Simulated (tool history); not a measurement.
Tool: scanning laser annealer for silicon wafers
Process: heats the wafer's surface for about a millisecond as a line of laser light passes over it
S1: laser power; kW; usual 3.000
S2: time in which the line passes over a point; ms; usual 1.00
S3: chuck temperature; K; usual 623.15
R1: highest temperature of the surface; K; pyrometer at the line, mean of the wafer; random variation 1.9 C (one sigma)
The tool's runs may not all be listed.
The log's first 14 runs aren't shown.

run   hour     S1    S2      S3       R1
 15  101.5  3.000  0.85  623.15  1398.15
 16  109.7  3.000  0.85  623.15  1398.15
 17  117.4  3.000  0.85  623.15  1397.15
 18  125.2  3.000  1.03  652.15  1509.15
 19  132.9  3.000  1.03  652.15  1506.15
 20  140.8  3.108  0.72  632.15  1376.15
 21  147.7  3.108  0.84  591.15  1399.15
 22  152.9  3.108  0.84  591.15  1395.15
 23  158.5  3.108  0.84  591.15  1394.15
 24  163.2  3.108  1.13  611.15  1551.15
 25  168.9  2.993  1.13  611.15  1503.15
 26  173.5  2.807  1.06  648.15  1442.15
 27  182.0  2.572  0.74  623.15  1214.15
 28  189.1  3.240  0.97  639.15  1556.15
 29  198.6  3.240  0.97  639.15  1555.15
 30  203.9  3.225  0.90  611.15  1487.15
 31  213.2  3.225  0.90  611.15  1483.15
 32  222.7  2.553  1.00  623.15  1306.15
 33  231.5  2.709  1.24  616.15  1444.15

3 ways to go on from here, each from the tool as it stands after run 33. What would each give?
     235.9  -- window over the wafer cleaned
  A  238.9  2.625  1.19  600.15   ?
     235.9  -- window over the wafer cleaned
  B  238.9  2.991  0.96  658.15   ?
     235.9  -- window over the wafer cleaned
  C  238.9  2.959  1.16  623.15   ?

run       R1
  A  1376.15
  B  1481.15
  C  1519.15
Without the tool's hidden state the same runs would have given:
run       R1
  A  1376.15
  B  1481.15
  C  1519.15

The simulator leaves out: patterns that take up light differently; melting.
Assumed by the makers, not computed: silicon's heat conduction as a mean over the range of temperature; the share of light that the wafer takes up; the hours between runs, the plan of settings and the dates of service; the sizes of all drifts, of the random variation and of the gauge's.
